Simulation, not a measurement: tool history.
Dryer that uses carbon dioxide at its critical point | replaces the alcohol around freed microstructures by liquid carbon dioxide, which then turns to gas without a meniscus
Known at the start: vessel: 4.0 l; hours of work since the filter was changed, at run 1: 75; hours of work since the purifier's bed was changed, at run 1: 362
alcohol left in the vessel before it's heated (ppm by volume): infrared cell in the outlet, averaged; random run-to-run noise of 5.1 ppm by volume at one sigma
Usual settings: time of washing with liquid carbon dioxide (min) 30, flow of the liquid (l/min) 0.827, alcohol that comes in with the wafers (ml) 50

run,day,time of washing with liquid carbon dioxide (min),flow of the liquid (l/min),alcohol that comes in with the wafers (ml),hours of work since the filter was changed,hours of work since the purifier's bed was changed,alcohol left in the vessel before it's heated (ppm by volume)
1,0.000,30,0.827,50,75,362,116
2,0.692,30,0.827,50,84,371,124
3,1.150,30,0.827,50,90,377,126
4,1.658,30,0.827,50,96,384,127
5,2.362,30,0.827,50,106,393,134
6,3.329,30,0.827,50,119,406,140
7,4.096,30,0.827,50,129,416,140
8,5.100,30,0.827,50,142,429,151
9,5.962,30,0.827,50,153,440,141
10,6.683,30,0.827,30,163,450,120
11,7.454,30,0.827,30,173,460,121
12,8.279,30,0.827,30,184,471,128
13,8.958,30,0.827,50,193,480,168
14,9.975,30,0.827,50,206,493,161
15,10.829,29,0.827,50,217,504,189
16,11.329,35,0.827,50,224,511,119
17,12.012,30,0.827,50,233,520,180
18,12.558,30,0.827,50,240,527,179
19,13.579,20,0.827,50,253,541,563
20,14.100,30,0.827,50,260,547,188
21,14.921,30,0.827,50,271,558,186
22,15.429,30,0.577,50,278,565,488
23,16.225,30,0.577,50,288,575,483
24,17.171,30,0.990,71,301,588,158
25,17.738,35,1.141,71,308,595,100
26,18.467,35,1.141,71,318,605,102
27,19.292,38,0.690,21,329,616,122
28,20.029,38,0.690,21,338,626,135
29,20.825,38,0.690,21,349,636,138
30,21.342,30,1.003,35,356,643,122
31,22.333,32,0.510,35,369,656,476
32,23.333,20,0.518,50,382,669,1822
# day 23.896: purifier's bed changed
33,24.367,23,0.827,62,394,6,460
34,25.033,33,1.327,50,403,15,5
35,25.808,30,0.626,95,413,25,684
36,26.804,20,0.695,25,426,38,480
37,27.417,36,0.514,43,434,46,342
38,27.975,40,1.026,58,441,54,14
39,28.475,24,1.149,28,448,60,67
40,28.971,21,0.827,78,455,67,869
41,29.733,25,0.804,63,465,77,423
42,30.567,25,0.804,63,476,88,427
# day 30.808: inlet filter changed
43,31.279,40,1.356,102,6,97,27
44,31.933,35,0.794,63,15,105,66
45,32.792,25,0.614,115,26,117,1064

Each run again, without the hidden state but with its own random variation kept:
Hidden state at play: flow that reaches the vessel past the clogged filter, %; alcohol in the recycled carbon dioxide, ppm; drift of the gauge itself on alcohol_ppm, %.
run,alcohol left in the vessel before it's heated (ppm by volume)
1,58
2,63
3,62
4,63
5,65
6,68
7,66
8,71
9,60
10,42
11,39
12,45
13,72
14,65
15,82
16,28
17,71
18,70
19,360
20,72
21,68
22,286
23,278
24,42
25,9
26,7
27,19
28,27
29,30
30,10
31,249
32,1286
33,269
34,0
35,385
36,308
37,186
38,0
39,28
40,486
41,210
42,209
43,12
44,49
45,1012
